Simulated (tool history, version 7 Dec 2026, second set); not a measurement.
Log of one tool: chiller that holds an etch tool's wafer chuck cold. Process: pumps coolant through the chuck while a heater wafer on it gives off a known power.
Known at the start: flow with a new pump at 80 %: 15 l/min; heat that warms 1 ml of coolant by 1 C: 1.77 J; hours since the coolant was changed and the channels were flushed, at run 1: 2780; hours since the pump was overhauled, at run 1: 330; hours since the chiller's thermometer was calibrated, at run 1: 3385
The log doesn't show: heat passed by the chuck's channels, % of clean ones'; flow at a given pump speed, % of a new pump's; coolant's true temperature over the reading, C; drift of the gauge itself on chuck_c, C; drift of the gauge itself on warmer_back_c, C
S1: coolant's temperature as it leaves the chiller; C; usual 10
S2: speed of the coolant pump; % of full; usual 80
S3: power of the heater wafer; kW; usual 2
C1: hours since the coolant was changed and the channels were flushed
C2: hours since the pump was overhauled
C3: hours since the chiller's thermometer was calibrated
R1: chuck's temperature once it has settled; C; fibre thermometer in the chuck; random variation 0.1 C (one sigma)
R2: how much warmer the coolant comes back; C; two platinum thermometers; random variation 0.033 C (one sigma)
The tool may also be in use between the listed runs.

{"run": 1, "hour": 0.0, "S1": 10, "S2": 80, "S3": 2, "C1": 2780, "C2": 330, "C3": 3385, "R1": 21.6, "R2": 4.56}
{"run": 2, "hour": 27.6, "S1": 10, "S2": 80, "S3": 2, "C1": 2807, "C2": 358, "C3": 3413, "R1": 21.7, "R2": 4.52}
{"run": 3, "hour": 62.8, "S1": 10, "S2": 80, "S3": 2, "C1": 2843, "C2": 393, "C3": 3448, "R1": 21.8, "R2": 4.47}
{"run": 4, "hour": 82.6, "S1": 10, "S2": 80, "S3": 2, "C1": 2862, "C2": 413, "C3": 3468, "R1": 21.6, "R2": 4.5}
{"run": 5, "hour": 118.7, "S1": 10, "S2": 80, "S3": 2, "C1": 2898, "C2": 449, "C3": 3504, "R1": 22, "R2": 4.48}
{"run": 6, "hour": 155.1, "S1": 10, "S2": 80, "S3": 2, "C1": 2935, "C2": 485, "C3": 3540, "R1": 21.6, "R2": 4.45}
{"run": 7, "hour": 186.1, "S1": 19, "S2": 80, "S3": 2, "C1": 2966, "C2": 516, "C3": 3571, "R1": 30.7, "R2": 4.45}
{"run": 8, "hour": 213.6, "S1": 19, "S2": 80, "S3": 2, "C1": 2993, "C2": 544, "C3": 3599, "R1": 30.9, "R2": 4.4}
{"run": 9, "hour": 241.1, "S1": 19, "S2": 80, "S3": 2, "C1": 3021, "C2": 571, "C3": 3626, "R1": 30.6, "R2": 4.42}
{"run": 10, "hour": 273.8, "S1": 8, "S2": 80, "S3": 2, "C1": 3053, "C2": 604, "C3": 3659, "R1": 19.7, "R2": 4.44}
{"run": 11, "hour": 292.3, "S1": 12, "S2": 80, "S3": 2, "C1": 3072, "C2": 622, "C3": 3677, "R1": 23.7, "R2": 4.4}
{"run": 12, "hour": 325.5, "S1": 10, "S2": 80, "S3": 2.135, "C1": 3105, "C2": 656, "C3": 3711, "R1": 22.4, "R2": 4.77}
{"run": 13, "hour": 358.5, "S1": 10, "S2": 80, "S3": 2.135, "C1": 3138, "C2": 689, "C3": 3744, "R1": 22.4, "R2": 4.69}
{"run": 14, "hour": 383.4, "S1": 10, "S2": 80, "S3": 2.135, "C1": 3163, "C2": 713, "C3": 3769, "R1": 22.6, "R2": 4.67}
{"run": 15, "hour": 403.2, "S1": 10, "S2": 80, "S3": 2.135, "C1": 3183, "C2": 733, "C3": 3788, "R1": 22.5, "R2": 4.7}
{"hour": 426.5, "done": "chiller's thermometer calibrated"}
{"run": 16, "hour": 434.0, "S1": 10, "S2": 80, "S3": 2.155, "C1": 3213, "C2": 763, "C3": 7, "R1": 22.7, "R2": 4.78}
{"run": 17, "hour": 451.9, "S1": 10, "S2": 80, "S3": 2.155, "C1": 3231, "C2": 781, "C3": 25, "R1": 22.7, "R2": 4.73}
{"run": 18, "hour": 469.4, "S1": 10, "S2": 80, "S3": 2.155, "C1": 3248, "C2": 798, "C3": 43, "R1": 22.5, "R2": 4.72}
{"run": 19, "hour": 502.4, "S1": 17, "S2": 61, "S3": 2.235, "C1": 3281, "C2": 831, "C3": 76, "R1": 32.5, "R2": 6.45}
{"run": 20, "hour": 533.6, "S1": 10, "S2": 76, "S3": 2.263, "C1": 3312, "C2": 863, "C3": 107, "R1": 23.5, "R2": 5.18}
{"run": 21, "hour": 552.5, "S1": 19, "S2": 89, "S3": 2.263, "C1": 3331, "C2": 882, "C3": 126, "R1": 31.5, "R2": 4.46}
{"run": 22, "hour": 574.9, "S1": 19, "S2": 89, "S3": 2.263, "C1": 3354, "C2": 904, "C3": 148, "R1": 31.5, "R2": 4.45}
{"run": 23, "hour": 609.4, "S1": 19, "S2": 89, "S3": 2.263, "C1": 3388, "C2": 938, "C3": 183, "R1": 31.5, "R2": 4.36}
{"run": 24, "hour": 634.9, "S1": 19, "S2": 89, "S3": 2.263, "C1": 3414, "C2": 964, "C3": 208, "R1": 31.5, "R2": 4.44}
{"run": 25, "hour": 660.4, "S1": 19, "S2": 89, "S3": 2.263, "C1": 3439, "C2": 989, "C3": 234, "R1": 31.6, "R2": 4.42}
{"hour": 663.7, "done": "gauge calibrated"}
{"run": 26, "hour": 681.2, "S1": 19, "S2": 89, "S3": 1.314, "C1": 3460, "C2": 1010, "C3": 255, "R1": 26, "R2": 2.71}
{"run": 27, "hour": 711.2, "S1": 3, "S2": 62, "S3": 1.681, "C1": 3490, "C2": 1040, "C3": 285, "R1": 14.4, "R2": 4.94}
{"run": 28, "hour": 747.7, "S1": 10, "S2": 62, "S3": 1.392, "C1": 3526, "C2": 1077, "C3": 321, "R1": 19.5, "R2": 4.03}
{"run": 29, "hour": 784.7, "S1": 15, "S2": 62, "S3": 2.449, "C1": 3563, "C2": 1114, "C3": 358, "R1": 31.7, "R2": 7.02}
{"run": 30, "hour": 814.4, "S1": 12, "S2": 80, "S3": 1.774, "C1": 3593, "C2": 1143, "C3": 388, "R1": 22.3, "R2": 3.97}
{"run": 31, "hour": 839.4, "S1": 10, "S2": 68, "S3": 2, "C1": 3618, "C2": 1168, "C3": 413, "R1": 23, "R2": 5.24}

Forecast each of these 3 alternatives for the next run:
{"run": "A", "hour": 864.7, "S1": 2, "S2": 97, "S3": 2.804, "C1": 3643, "C2": 1194, "C3": 438, "R1": "?", "R2": "?"}
{"run": "B", "hour": 864.7, "S1": 16, "S2": 80, "S3": 2, "C1": 3643, "C2": 1194, "C3": 438, "R1": "?", "R2": "?"}
{"run": "C", "hour": 864.7, "S1": 6, "S2": 94, "S3": 2, "C1": 3643, "C2": 1194, "C3": 438, "R1": "?", "R2": "?"}

run=A R1=16.7 R2=5.2
run=B R1=27.7 R2=4.43
run=C R1=16.7 R2=3.79
Without the tool's hidden state the same runs would have given:
run=A R1=16.7 R2=5.27
run=B R1=27.7 R2=4.5
run=C R1=16.6 R2=3.86

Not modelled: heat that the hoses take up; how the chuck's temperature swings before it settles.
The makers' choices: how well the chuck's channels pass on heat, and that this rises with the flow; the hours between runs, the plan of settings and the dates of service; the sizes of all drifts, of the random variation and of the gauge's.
